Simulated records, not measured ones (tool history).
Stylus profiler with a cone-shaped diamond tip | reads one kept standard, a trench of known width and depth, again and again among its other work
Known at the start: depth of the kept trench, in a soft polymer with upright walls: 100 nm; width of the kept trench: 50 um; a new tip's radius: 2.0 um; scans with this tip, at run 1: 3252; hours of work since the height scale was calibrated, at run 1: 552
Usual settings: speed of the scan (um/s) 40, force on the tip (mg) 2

| run | hour | speed of the scan (um/s) | force on the tip (mg) | scans with this tip | hours of work since the height scale was calibrated | depth of the trench (nm) | width of the trench's floor (µm) |
|---|---|---|---|---|---|---|---|
| 1 | 0 | 40 | 2 | 3252 | 552 | 100.76 | 48.67 |
| 2 | 42.7 | 40 | 5.97 | 3386 | 575 | 101.58 | 48.67 |
| 3 | 92.2 | 40 | 5.97 | 3542 | 602 | 101.53 | 48.73 |
| 4 | 148.6 | 62 | 2 | 3719 | 632 | 100.7 | 48.59 |
| 5 | 182.7 | 62 | 2 | 3826 | 650 | 100.73 | 48.6 |
| 6 | 216.1 | 62 | 2 | 3931 | 668 | 100.66 | 48.6 |
| 7 | 265.9 | 62 | 2 | 4087 | 694 | 100.78 | 48.57 |
| 8 | 304.7 | 32 | 2 | 4209 | 715 | 100.72 | 48.69 |
| 9 | 338.4 | 113 | 2 | 4315 | 733 | 100.79 | 48.4 |
| 10 | 365.3 | 113 | 2 | 4399 | 747 | 100.83 | 48.42 |
| 11 | 415.6 | 113 | 2 | 4557 | 774 | 100.69 | 48.4 |
| 12 | 477.1 | 113 | 2 | 4750 | 807 | 100.66 | 48.44 |
| 13 | 510.3 | 113 | 3.53 | 4855 | 825 | 101.11 | 48.5 |
| 14 | 558.2 | 113 | 3.53 | 5005 | 850 | 101.07 | 48.54 |
| 15 | 590.6 | 113 | 3.53 | 5107 | 867 | 101.15 | 48.47 |
| 16 | 619.1 | 40 | 2.53 | 5196 | 883 | 100.8 | 48.75 |
| 17 | 660 | 40 | 2.12 | 5325 | 904 | 100.75 | 48.67 |
| 18 | 718.6 | 40 | 2 | 5509 | 936 | 100.81 | 48.62 |
| 19 | 761.2 | 40 | 2 | 5643 | 958 | 100.74 | 48.67 |
| 20 | 810.2 | 40 | 2 | 5797 | 984 | 100.82 | 48.7 |
| 21 | 866.9 | 40 | 2 | 5974 | 1015 | 100.69 | 48.67 |
| 22 | 919.6 | 40 | 2 | 6140 | 1043 | 100.71 | 48.69 |
| 23 | 982.6 | 40 | 2 | 6338 | 1076 | 100.66 | 48.62 |
| 24 | 1044.9 | 40 | 2.5 | 6533 | 1110 | 100.82 | 48.61 |
| 25 | 1083 | 83 | 0.71 | 6653 | 1130 | 100.33 | 48.38 |
| 26 | 1116.1 | 81 | 1.51 | 6757 | 1148 | 100.64 | 48.5 |
| 27 | 1180.3 | 81 | 1.51 | 6958 | 1182 | 100.64 | 48.51 |
| 28 | 1222.5 | 81 | 1.51 | 7091 | 1204 | 100.58 | 48.49 |
| 29 | 1278.5 | 81 | 1.51 | 7267 | 1234 | 100.71 | 48.5 |
| 30 | 1307.5 | 67 | 1.05 | 7358 | 1250 | 100.53 | 48.48 |
| 31 | 1356.9 | 67 | 1.05 | 7513 | 1276 | 100.49 | 48.43 |
| 32 | 1411.9 | 139 | 4.84 | 7686 | 1305 | 101.32 | 48.45 |
| 33 | 1443.1 | 139 | 5.4 | 7784 | 1322 | 101.46 | 48.46 |
| 34 | 1488.9 | 139 | 5.4 | 7927 | 1346 | 101.48 | 48.52 |
| 35 | 1540.7 | 139 | 5.4 | 8090 | 1374 | 101.5 | 48.49 |
| 36 | 1580 | 139 | 5.4 | 8214 | 1395 | 101.43 | 48.46 |
| 37 | 1624.5 | 139 | 5.4 | 8353 | 1419 | 101.48 | 48.48 |
| 38 | 1655.7 | 125 | 3.27 | 8451 | 1435 | 101.05 | 48.49 |
| 39 | 1690.1 | 125 | 3.27 | 8559 | 1454 | 101.02 | 48.43 |
| 40 | 1735 | 88 | 3.27 | 8700 | 1478 | 100.99 | 48.54 |
| 41 | 1774 | 88 | 3.27 | 8823 | 1498 | 100.99 | 48.54 |
| 42 | 1832.3 | 15 | 2.44 | 9006 | 1530 | 100.89 | 48.73 |
| 43 | 1861 | 15 | 1.24 | 9096 | 1545 | 100.6 | 48.64 |
| 44 | 1921.3 | 15 | 1.24 | 9285 | 1577 | 100.51 | 48.73 |
| 45 | 1949.9 | 23 | 2.46 | 9375 | 1592 | 100.83 | 48.72 |

Forecast each of these 3 alternatives for the next run:
| A | 1983.1 | 130 | 2 | 9479 | 1610 | ? | ? |
| B | 1983.1 | 134 | 2 | 9479 | 1610 | ? | ? |
| C | 1983.1 | 51 | 0.73 | 9479 | 1610 | ? | ? |

| run | depth of the trench (nm) | width of the trench's floor (µm) |
|---|---|---|
| A | 100.78 | 48.36 |
| B | 100.64 | 48.4 |
| C | 100.48 | 48.54 |
Without the tool's hidden state the same runs would have given:
| run | depth of the trench (nm) | width of the trench's floor (µm) |
|---|---|---|
| A | 100.79 | 48.36 |
| B | 100.65 | 48.41 |
| C | 100.49 | 48.55 |
